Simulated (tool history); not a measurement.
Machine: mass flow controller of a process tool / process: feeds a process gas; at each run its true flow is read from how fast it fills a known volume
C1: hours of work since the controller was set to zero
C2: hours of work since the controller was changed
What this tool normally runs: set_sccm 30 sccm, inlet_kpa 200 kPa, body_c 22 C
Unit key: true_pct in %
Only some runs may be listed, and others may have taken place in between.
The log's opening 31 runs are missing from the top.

run 32 hour=3142 | set_sccm=30 inlet_kpa=189 body_c=22 | C1=2024 C2=2024 | true_pct=99.5
run 33 hour=3250.7 | set_sccm=6 inlet_kpa=278 body_c=35 | C1=2107 C2=2107 | true_pct=99.02
run 34 hour=3328.8 | set_sccm=6 inlet_kpa=278 body_c=35 | C1=2168 C2=2168 | true_pct=99.01
run 35 hour=3394.9 | set_sccm=12 inlet_kpa=159 body_c=21 | C1=2219 C2=2219 | true_pct=99.42
run 36 hour=3477.3 | set_sccm=13 inlet_kpa=200 body_c=26 | C1=2282 C2=2282 | true_pct=99.35
run 37 hour=3563.5 | set_sccm=9 inlet_kpa=149 body_c=26 | C1=2349 C2=2349 | true_pct=99.49
run 38 hour=3688 | set_sccm=11 inlet_kpa=214 body_c=23 | C1=2444 C2=2444 | true_pct=99.04
run 39 hour=3803.2 | set_sccm=11 inlet_kpa=214 body_c=23 | C1=2533 C2=2533 | true_pct=99.01
run 40 hour=3920.3 | set_sccm=30 inlet_kpa=200 body_c=21 | C1=2623 C2=2623 | true_pct=99.51
run 41 hour=3981 | set_sccm=30 inlet_kpa=200 body_c=21 | C1=2670 C2=2670 | true_pct=99.47
run 42 hour=4067.2 | set_sccm=30 inlet_kpa=200 body_c=21 | C1=2737 C2=2737 | true_pct=99.51
run 43 hour=4171.7 | set_sccm=30 inlet_kpa=200 body_c=38 | C1=2817 C2=2817 | true_pct=100.15
run 44 hour=4258.2 | set_sccm=15 inlet_kpa=246 body_c=38 | C1=2884 C2=2884 | true_pct=99.56
run 45 hour=4374.3 | set_sccm=30 inlet_kpa=200 body_c=32 | C1=2973 C2=2973 | true_pct=99.97
run 46 hour=4503.8 | set_sccm=6 inlet_kpa=141 body_c=28 | C1=3073 C2=3073 | true_pct=99.55
run 47 hour=4575.3 | set_sccm=46 inlet_kpa=229 body_c=38 | C1=3128 C2=3128 | true_pct=100.28

Here are 3 independent what-if runs from the current tool condition. What would each one return?
run A hour=4648.1 | set_sccm=46 inlet_kpa=244 body_c=38 | C1=3184 C2=3184 | true_pct=?
run B hour=4648.1 | set_sccm=46 inlet_kpa=194 body_c=38 | C1=3184 C2=3184 | true_pct=?
run C hour=4648.1 | set_sccm=30 inlet_kpa=200 body_c=29 | C1=3184 C2=3184 | true_pct=?

run=A true_pct=100.14
run=B true_pct=100.51
run=C true_pct=99.7
Take away the tool's hidden state, keep each run's random variation, and the runs would have read:
run=A true_pct=100.12
run=B true_pct=100.5
run=C true_pct=99.68
